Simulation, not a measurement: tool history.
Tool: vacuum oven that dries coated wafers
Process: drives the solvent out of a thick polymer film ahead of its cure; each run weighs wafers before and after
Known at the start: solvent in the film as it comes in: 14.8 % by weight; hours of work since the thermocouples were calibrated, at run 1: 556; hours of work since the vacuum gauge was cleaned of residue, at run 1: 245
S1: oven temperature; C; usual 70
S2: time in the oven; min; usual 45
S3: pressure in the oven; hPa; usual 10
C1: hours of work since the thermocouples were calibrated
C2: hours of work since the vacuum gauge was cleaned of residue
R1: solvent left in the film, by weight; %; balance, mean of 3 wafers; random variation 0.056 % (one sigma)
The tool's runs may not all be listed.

{"run": 1, "hour": 0.0, "S1": 70, "S2": 45, "S3": 10, "C1": 556, "C2": 245, "R1": 2.45}
{"run": 2, "hour": 36.3, "S1": 70, "S2": 45, "S3": 10, "C1": 579, "C2": 268, "R1": 2.52}
{"run": 3, "hour": 69.6, "S1": 70, "S2": 45, "S3": 10, "C1": 600, "C2": 289, "R1": 2.54}
{"run": 4, "hour": 93.8, "S1": 70, "S2": 45, "S3": 6.1, "C1": 615, "C2": 304, "R1": 2.05}
{"run": 5, "hour": 119.9, "S1": 70, "S2": 45, "S3": 6.1, "C1": 632, "C2": 320, "R1": 1.96}
{"run": 6, "hour": 151.1, "S1": 70, "S2": 45, "S3": 6.1, "C1": 652, "C2": 340, "R1": 2.04}
{"run": 7, "hour": 172.9, "S1": 70, "S2": 45, "S3": 10, "C1": 665, "C2": 354, "R1": 2.42}
{"run": 8, "hour": 191.4, "S1": 70, "S2": 45, "S3": 10, "C1": 677, "C2": 366, "R1": 2.5}
{"run": 9, "hour": 222.8, "S1": 70, "S2": 45, "S3": 10, "C1": 697, "C2": 386, "R1": 2.45}
{"run": 10, "hour": 250.5, "S1": 70, "S2": 45, "S3": 10, "C1": 714, "C2": 403, "R1": 2.53}
{"run": 11, "hour": 278.5, "S1": 70, "S2": 45, "S3": 10, "C1": 732, "C2": 421, "R1": 2.46}
{"run": 12, "hour": 307.3, "S1": 70, "S2": 45, "S3": 10, "C1": 750, "C2": 439, "R1": 2.43}
{"run": 13, "hour": 327.5, "S1": 70, "S2": 45, "S3": 10, "C1": 763, "C2": 452, "R1": 2.43}
{"run": 14, "hour": 359.0, "S1": 79, "S2": 45, "S3": 10, "C1": 783, "C2": 472, "R1": 1.16}
{"run": 15, "hour": 379.3, "S1": 79, "S2": 45, "S3": 10, "C1": 796, "C2": 485, "R1": 1.1}
{"run": 16, "hour": 394.6, "S1": 60, "S2": 45, "S3": 10, "C1": 806, "C2": 494, "R1": 5.8}
{"run": 17, "hour": 430.2, "S1": 60, "S2": 45, "S3": 10, "C1": 828, "C2": 517, "R1": 5.69}
{"run": 18, "hour": 452.9, "S1": 70, "S2": 45, "S3": 5.2, "C1": 842, "C2": 531, "R1": 1.82}
{"run": 19, "hour": 479.0, "S1": 70, "S2": 42, "S3": 10, "C1": 859, "C2": 548, "R1": 2.73}
{"run": 20, "hour": 504.6, "S1": 70, "S2": 45, "S3": 10, "C1": 875, "C2": 564, "R1": 2.43}
{"run": 21, "hour": 537.3, "S1": 70, "S2": 45, "S3": 10, "C1": 896, "C2": 584, "R1": 2.5}
{"run": 22, "hour": 568.6, "S1": 70, "S2": 43, "S3": 7, "C1": 916, "C2": 604, "R1": 2.25}
{"run": 23, "hour": 592.1, "S1": 57, "S2": 48, "S3": 33.7, "C1": 930, "C2": 619, "R1": 10.38}
{"hour": 608.0, "done": "oven's thermocouples calibrated"}
{"run": 24, "hour": 628.5, "S1": 57, "S2": 48, "S3": 11, "C1": 13, "C2": 641, "R1": 6.73}
{"run": 25, "hour": 650.9, "S1": 56, "S2": 45, "S3": 9.4, "C1": 27, "C2": 655, "R1": 7.04}
{"run": 26, "hour": 671.6, "S1": 56, "S2": 45, "S3": 9.4, "C1": 40, "C2": 668, "R1": 7.1}
{"run": 27, "hour": 695.9, "S1": 85, "S2": 45, "S3": 9.4, "C1": 56, "C2": 683, "R1": 0.88}
{"run": 28, "hour": 720.8, "S1": 85, "S2": 45, "S3": 9.4, "C1": 71, "C2": 699, "R1": 0.72}
{"run": 29, "hour": 749.4, "S1": 85, "S2": 45, "S3": 9.4, "C1": 89, "C2": 717, "R1": 0.71}
{"run": 30, "hour": 783.9, "S1": 85, "S2": 45, "S3": 9.4, "C1": 111, "C2": 739, "R1": 0.79}
{"run": 31, "hour": 813.3, "S1": 70, "S2": 44, "S3": 6.5, "C1": 130, "C2": 758, "R1": 2.12}
{"run": 32, "hour": 847.6, "S1": 60, "S2": 28, "S3": 6.5, "C1": 151, "C2": 779, "R1": 7.04}
{"run": 33, "hour": 868.8, "S1": 70, "S2": 37, "S3": 10.9, "C1": 165, "C2": 793, "R1": 3.18}
{"run": 34, "hour": 901.8, "S1": 70, "S2": 37, "S3": 10.9, "C1": 186, "C2": 814, "R1": 3.2}
{"run": 35, "hour": 925.7, "S1": 76, "S2": 37, "S3": 10, "C1": 201, "C2": 829, "R1": 1.7}
{"run": 36, "hour": 948.2, "S1": 76, "S2": 37, "S3": 10, "C1": 215, "C2": 843, "R1": 1.73}
{"run": 37, "hour": 976.7, "S1": 76, "S2": 37, "S3": 10, "C1": 233, "C2": 861, "R1": 1.67}
{"run": 38, "hour": 1010.5, "S1": 70, "S2": 45, "S3": 22.2, "C1": 255, "C2": 882, "R1": 3.98}
{"run": 39, "hour": 1039.7, "S1": 70, "S2": 45, "S3": 22.2, "C1": 273, "C2": 901, "R1": 4.06}
{"run": 40, "hour": 1061.2, "S1": 62, "S2": 42, "S3": 22.2, "C1": 287, "C2": 914, "R1": 7.09}
{"run": 41, "hour": 1088.9, "S1": 62, "S2": 42, "S3": 5, "C1": 304, "C2": 932, "R1": 4.42}
{"run": 42, "hour": 1110.0, "S1": 70, "S2": 45, "S3": 6.1, "C1": 317, "C2": 945, "R1": 1.91}

3 ways to go on from here, each from the tool as it stands after run 42. What would each give?
{"run": "A", "hour": 1136.3, "S1": 70, "S2": 53, "S3": 10, "C1": 334, "C2": 962, "R1": "?"}
{"run": "B", "hour": 1136.3, "S1": 70, "S2": 47, "S3": 10, "C1": 334, "C2": 962, "R1": "?"}
{"run": "C", "hour": 1136.3, "S1": 79, "S2": 47, "S3": 31.3, "C1": 334, "C2": 962, "R1": "?"}

run=A R1=2.06
run=B R1=2.32
run=C R1=3.04
Without the tool's hidden state the same runs would have given:
run=A R1=2.05
run=B R1=2.31
run=C R1=3.03
